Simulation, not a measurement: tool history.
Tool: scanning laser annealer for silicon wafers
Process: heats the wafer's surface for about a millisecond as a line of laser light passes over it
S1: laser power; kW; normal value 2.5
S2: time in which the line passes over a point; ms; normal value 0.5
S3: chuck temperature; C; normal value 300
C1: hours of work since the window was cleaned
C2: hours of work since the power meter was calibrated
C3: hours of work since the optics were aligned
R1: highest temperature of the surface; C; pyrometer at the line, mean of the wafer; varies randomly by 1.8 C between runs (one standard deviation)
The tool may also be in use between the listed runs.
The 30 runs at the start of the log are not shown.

| run | hour | S1 | S2 | S3 | C1 | C2 | C3 | R1 |
|---|---|---|---|---|---|---|---|---|
| 31 | 274.3 | 2.178 | 0.601 | 272 | 630 | 352 | 64 | 981 |
| 32 | 281.3 | 2.571 | 0.379 | 334 | 636 | 358 | 69 | 1019 |
| 33 | 292.8 | 2.553 | 0.379 | 274 | 645 | 367 | 78 | 956 |
| 34 | 300.7 | 2.5 | 0.463 | 282 | 651 | 373 | 84 | 1015 |
| 35 | 308.4 | 2.711 | 0.5 | 300 | 657 | 379 | 91 | 1130 |
| 36 | 314.2 | 2.63 | 0.589 | 308 | 662 | 384 | 95 | 1175 |
| 37 | 321 | 2.63 | 0.589 | 308 | 667 | 389 | 100 | 1179 |
| 38 | 328.2 | 2.63 | 0.589 | 308 | 673 | 395 | 106 | 1170 |
| 39 | 339.6 | 2.63 | 0.589 | 308 | 682 | 404 | 115 | 1175 |
| 40 | 348.1 | 2.73 | 0.535 | 274 | 689 | 411 | 122 | 1135 |
| 41 | 357.6 | 2.73 | 0.535 | 274 | 696 | 418 | 129 | 1135 |

3 ways to go on from here, each from the tool as it stands after run 41. What would each give?
| A | 369.1 | 2.471 | 0.541 | 274 | 705 | 427 | 139 | ? |
| B | 369.1 | 2.5 | 0.389 | 338 | 705 | 427 | 139 | ? |
| C | 369.1 | 2.5 | 0.512 | 300 | 705 | 427 | 139 | ? |

| run | R1 |
|---|---|
| A | 1050 |
| B | 1009 |
| C | 1065 |
The same runs, with their run-to-run variation unchanged, on a tool lacking any hidden condition would have given:
| run | R1 |
|---|---|
| A | 1075 |
| B | 1030 |
| C | 1090 |

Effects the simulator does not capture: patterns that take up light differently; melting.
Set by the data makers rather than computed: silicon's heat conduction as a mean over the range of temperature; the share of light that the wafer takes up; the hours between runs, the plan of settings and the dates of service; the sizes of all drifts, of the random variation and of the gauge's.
